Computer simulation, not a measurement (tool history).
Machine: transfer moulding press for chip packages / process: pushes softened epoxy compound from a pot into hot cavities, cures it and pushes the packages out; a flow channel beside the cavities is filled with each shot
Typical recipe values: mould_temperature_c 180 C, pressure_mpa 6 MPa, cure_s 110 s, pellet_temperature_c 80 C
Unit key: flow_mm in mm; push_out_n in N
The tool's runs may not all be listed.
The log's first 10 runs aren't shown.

run	hour	mould_temperature_c	pressure_mpa	cure_s	pellet_temperature_c	incoming compound's hours out of the cold store	flow_mm	push_out_n
11	73.1	180	4.67	110	80	36.5	501	498
12	77.3	180	6	110	80	33.8	557	517
13	82.5	180	6	110	80	8.5	640	542
14	88	180	6	110	80	47	529	491
15	93.6	180	6	110	80	34	555	499
16	97.8	180	6	110	80	9.7	629	528
# hour 104: cavities cleaned with cleaning compound and waxed, once more
17	106.7	180	6	110	80	25.3	584	317
18	111.2	180	6.61	110	73	16.8	635	363
19	119.9	180	5.3	117	80	20.1	578	342
20	128.9	180	6.31	128	74	45.9	540	344
21	137.5	180	6	110	75	15.7	616	428
22	143.1	180	6	110	75	15.3	611	439
23	148.3	180	5.8	130	80	14.3	607	365
24	155.8	180	5.8	140	80	20.3	588	373
25	165.1	176	5.87	142	84	36.7	541	413
26	172.5	180	5.95	149	88	43.3	525	380
27	180.6	180	5.95	149	88	46.7	514	383
28	187.1	178	6.38	130	84	30.9	585	416
# hour 191.1: cavities cleaned with cleaning compound and waxed
29	197.4	187	4.84	130	84	30.8	505	267
30	202.4	174	5	131	80	48	481	357

Consider 3 possible next runs. They are alternatives, not a sequence: every one starts from the tool as it was left by run 30. What does each give?
A	208.5	174	5	96	80	26	?	?
B	208.5	181	6	110	80	18.8	?	?
C	208.5	179	5.64	131	80	31.8	?	?

run	flow_mm	push_out_n
A	533	683
B	594	356
C	544	329
The same runs, with their run-to-run variation unchanged, on a tool lacking any hidden condition would have given:
run	flow_mm	push_out_n
A	561	581
B	625	298
C	572	275

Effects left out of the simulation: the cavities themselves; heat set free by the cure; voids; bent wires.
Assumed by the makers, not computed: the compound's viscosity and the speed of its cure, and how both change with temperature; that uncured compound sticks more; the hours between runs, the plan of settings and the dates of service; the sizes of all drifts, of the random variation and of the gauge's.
